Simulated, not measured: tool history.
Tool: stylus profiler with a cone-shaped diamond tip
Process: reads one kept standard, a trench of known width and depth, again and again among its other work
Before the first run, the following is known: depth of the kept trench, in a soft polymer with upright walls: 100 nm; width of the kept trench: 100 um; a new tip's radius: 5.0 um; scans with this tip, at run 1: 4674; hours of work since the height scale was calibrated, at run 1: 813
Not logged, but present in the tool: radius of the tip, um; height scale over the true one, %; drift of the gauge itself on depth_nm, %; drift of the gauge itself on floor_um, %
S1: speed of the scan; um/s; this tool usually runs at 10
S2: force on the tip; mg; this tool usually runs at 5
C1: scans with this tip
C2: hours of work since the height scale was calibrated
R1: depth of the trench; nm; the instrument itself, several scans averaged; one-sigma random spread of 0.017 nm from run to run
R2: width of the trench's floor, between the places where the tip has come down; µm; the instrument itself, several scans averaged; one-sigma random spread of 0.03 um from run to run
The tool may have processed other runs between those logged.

run	hour	S1	S2	C1	C2	R1	R2
1	0	10	5	4674	813	101.6	97.74
2	31.5	10	5	4782	832	101.63	97.77
3	61.8	10	5	4885	850	101.59	97.7
4	94	10	5	4995	869	101.62	97.73
5	129.8	10	5	5117	890	101.58	97.72
6	162.9	10	5	5230	910	101.6	97.71
7	202.1	10	2.54	5364	933	100.91	97.69
8	219.4	10	2.54	5423	943	100.89	97.68
9	241.6	10	6.77	5499	956	102.01	97.71
10	262.8	25	4.41	5571	969	101.4	97.64
11	286.8	10	6.9	5653	983	102.02	97.63
12	328.8	10	6.9	5797	1008	101.99	97.68
13	368.3	11	1.94	5931	1031	100.69	97.64
14	403.9	4	9.09	6053	1053	102.45	97.72

Predict each of these 4 candidate next runs independently; none follows another, all start after run 14:
A	421.8	4	4.26	6114	1063	?	?
B	421.8	9	14.97	6114	1063	?	?
C	421.8	16	9.09	6114	1063	?	?
D	421.8	7	7.89	6114	1063	?	?

run	R1	R2
A	101.36	97.73
B	103.56	97.62
C	102.45	97.67
D	102.21	97.7
What these runs would have given with no unlogged condition in the tool:
run	R1	R2
A	101.66	98.05
B	103.87	97.94
C	102.76	97.99
D	102.52	98.02

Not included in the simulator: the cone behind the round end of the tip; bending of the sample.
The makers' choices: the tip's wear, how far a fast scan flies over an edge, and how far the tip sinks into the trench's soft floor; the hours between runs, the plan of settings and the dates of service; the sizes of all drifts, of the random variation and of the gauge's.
